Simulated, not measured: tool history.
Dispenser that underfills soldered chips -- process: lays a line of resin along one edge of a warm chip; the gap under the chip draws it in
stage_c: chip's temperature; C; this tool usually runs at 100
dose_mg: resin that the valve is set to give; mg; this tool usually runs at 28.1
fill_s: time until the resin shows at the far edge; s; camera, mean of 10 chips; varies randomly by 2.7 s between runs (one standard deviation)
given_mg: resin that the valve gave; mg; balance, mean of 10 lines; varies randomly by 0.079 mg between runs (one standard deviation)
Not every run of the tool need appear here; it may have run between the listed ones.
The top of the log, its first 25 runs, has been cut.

run	hour	stage_c	dose_mg	fill_s	given_mg
26	100.4	90	35.3	498.9	34.57
27	105.3	107	36.1	376.6	35.61
# hour 107.8: new syringe of resin
28	108.3	88	36.3	379.6	35.46
29	111.7	99	27.9	337.1	27.41
30	114	92	33.2	439.1	32.65
31	118.6	92	33.2	522.1	32.52
# hour 123.3: new syringe of resin
32	123.8	92	33.2	345	32.39
33	126.3	100	25.2	322	24.56
34	129.3	111	28.4	263.9	27.79

What will run 35 give?
35	132.6	111	28.4	?	?

fill_s: 300.7 s
given_mg: 27.53 mg
The same run, on a tool lacking any hidden state, would have yielded fill_s 201 s, given_mg 28.29 mg.
